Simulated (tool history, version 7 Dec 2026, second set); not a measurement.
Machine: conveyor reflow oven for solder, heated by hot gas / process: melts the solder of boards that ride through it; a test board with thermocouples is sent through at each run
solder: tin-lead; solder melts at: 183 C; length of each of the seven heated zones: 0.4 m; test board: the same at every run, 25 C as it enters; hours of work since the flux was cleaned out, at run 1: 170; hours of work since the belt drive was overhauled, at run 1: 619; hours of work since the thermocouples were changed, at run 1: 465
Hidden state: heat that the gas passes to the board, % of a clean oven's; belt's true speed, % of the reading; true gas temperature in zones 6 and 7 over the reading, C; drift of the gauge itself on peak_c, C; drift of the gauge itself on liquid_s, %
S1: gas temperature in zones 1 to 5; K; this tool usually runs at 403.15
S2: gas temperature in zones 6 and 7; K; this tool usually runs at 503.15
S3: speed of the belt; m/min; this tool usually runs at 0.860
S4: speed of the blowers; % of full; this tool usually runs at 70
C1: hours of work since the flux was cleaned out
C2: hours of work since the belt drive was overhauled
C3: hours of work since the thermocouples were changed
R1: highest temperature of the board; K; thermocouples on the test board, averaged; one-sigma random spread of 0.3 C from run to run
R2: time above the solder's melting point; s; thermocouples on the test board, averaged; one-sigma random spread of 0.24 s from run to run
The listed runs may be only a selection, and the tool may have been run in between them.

| run | hour | S1 | S2 | S3 | S4 | C1 | C2 | C3 | R1 | R2 |
|---|---|---|---|---|---|---|---|---|---|---|
| 1 | 0.0 | 403.15 | 503.15 | 0.860 | 70 | 170 | 619 | 465 | 482.55 | 35.1 |
| 2 | 12.1 | 403.15 | 503.15 | 0.860 | 70 | 179 | 627 | 474 | 482.25 | 34.7 |
| 3 | 34.7 | 403.15 | 503.15 | 0.860 | 70 | 195 | 643 | 489 | 482.45 | 34.4 |
|  | 43.9 | flux residue cleaned out of gas plates and filters |
| 4 | 58.1 | 403.15 | 503.15 | 0.860 | 70 | 10 | 656 | 502 | 479.95 | 31.9 |
| 5 | 79.3 | 403.15 | 503.15 | 0.860 | 70 | 25 | 671 | 517 | 479.65 | 32.3 |
| 6 | 95.8 | 403.15 | 503.15 | 0.860 | 70 | 37 | 683 | 529 | 479.75 | 32.1 |
| 7 | 112.9 | 403.15 | 503.15 | 0.860 | 70 | 49 | 695 | 541 | 479.15 | 31.8 |
| 8 | 130.2 | 403.15 | 503.15 | 0.860 | 70 | 61 | 707 | 553 | 479.45 | 31.6 |
| 9 | 143.9 | 403.15 | 503.15 | 0.987 | 70 | 71 | 717 | 563 | 473.55 | 22.3 |
| 10 | 156.4 | 403.15 | 503.15 | 0.987 | 70 | 79 | 725 | 572 | 473.35 | 21.7 |
|  | 165.5 | flux residue cleaned out of gas plates and filters, once more |
| 11 | 176.1 | 405.15 | 503.15 | 0.860 | 70 | 7 | 736 | 582 | 484.55 | 37.1 |
| 12 | 186.7 | 403.15 | 503.15 | 0.860 | 70 | 15 | 743 | 590 | 484.55 | 36.4 |
| 13 | 206.1 | 403.15 | 503.15 | 0.860 | 70 | 29 | 757 | 603 | 484.75 | 36.0 |
| 14 | 225.2 | 403.15 | 503.15 | 0.860 | 70 | 42 | 770 | 617 | 484.15 | 36.8 |
| 15 | 236.1 | 403.15 | 503.15 | 0.860 | 70 | 50 | 778 | 624 | 483.65 | 36.2 |
| 16 | 257.9 | 403.15 | 503.15 | 0.860 | 70 | 65 | 793 | 640 | 483.85 | 35.7 |
| 17 | 277.1 | 403.15 | 503.15 | 0.860 | 52 | 79 | 807 | 653 | 478.15 | 29.6 |
| 18 | 291.7 | 403.15 | 503.15 | 0.860 | 52 | 89 | 817 | 664 | 477.55 | 29.6 |
| 19 | 309.4 | 397.15 | 503.15 | 0.971 | 52 | 101 | 830 | 676 | 470.15 | 18.3 |
| 20 | 321.0 | 411.15 | 507.15 | 0.711 | 62 | 110 | 838 | 684 | 492.35 | 53.1 |
| 21 | 336.4 | 393.15 | 494.15 | 0.869 | 54 | 121 | 849 | 695 | 467.65 | 17.5 |
| 22 | 348.7 | 393.15 | 494.15 | 0.869 | 54 | 129 | 858 | 704 | 467.45 | 17.2 |
| 23 | 362.4 | 403.15 | 503.15 | 0.730 | 85 | 139 | 867 | 714 | 491.05 | 50.0 |
| 24 | 374.1 | 403.15 | 503.15 | 0.730 | 85 | 147 | 875 | 722 | 490.45 | 49.5 |

What does the tool deliver on the next run?
| 25 | 395.8 | 398.15 | 515.15 | 1.012 | 50 | 162 | 891 | 737 | ? | ? |

R1: 476.15 K
R2: 22.1 s
Without the tool's hidden state the same run would have given R1 478.85 K, R2 24.0 s.

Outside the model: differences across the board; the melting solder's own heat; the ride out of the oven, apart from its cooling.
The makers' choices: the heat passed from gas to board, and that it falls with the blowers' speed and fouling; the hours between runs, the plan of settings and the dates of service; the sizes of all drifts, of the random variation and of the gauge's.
